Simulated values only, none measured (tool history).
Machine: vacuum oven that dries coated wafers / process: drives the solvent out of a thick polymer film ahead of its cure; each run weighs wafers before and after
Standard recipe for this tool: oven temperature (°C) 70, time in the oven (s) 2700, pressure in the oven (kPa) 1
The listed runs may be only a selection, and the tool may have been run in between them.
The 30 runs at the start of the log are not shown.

run,day,oven temperature (°C),time in the oven (s),pressure in the oven (kPa),solvent left in the film (%)
31,62.204,78,1560,0.7,0.86
32,64.671,73,3900,1,0.54
33,65.95,73,3900,1,0.49
34,68.408,73,4320,2.84,1.07
35,70.754,73,4320,2.84,1.11
36,73.133,61,2700,1.81,4.42
37,74.375,61,2700,1.81,4.47
# day 76.4: oven's thermocouples calibrated
38,76.4,67,2700,1,2.43
39,78.312,67,2700,1,2.41
40,80.388,60,2700,1,5.27
41,82.075,66,1620,1.59,5.25
42,84.117,64,2880,0.64,2.98
43,86.054,63,4260,1,2.09

Predict each of these 3 candidate next runs independently; none follows another, all start after run 43:
A,88.375,80,4260,0.9,?
B,88.375,76,4260,2.9,?
C,88.375,58,3600,1.78,?

run,solvent left in the film (%)
A,0.34
B,1.1
C,4.94
What these runs would have given with no unlogged condition in the tool:
run,solvent left in the film (%)
A,0.23
B,0.98
C,4.83

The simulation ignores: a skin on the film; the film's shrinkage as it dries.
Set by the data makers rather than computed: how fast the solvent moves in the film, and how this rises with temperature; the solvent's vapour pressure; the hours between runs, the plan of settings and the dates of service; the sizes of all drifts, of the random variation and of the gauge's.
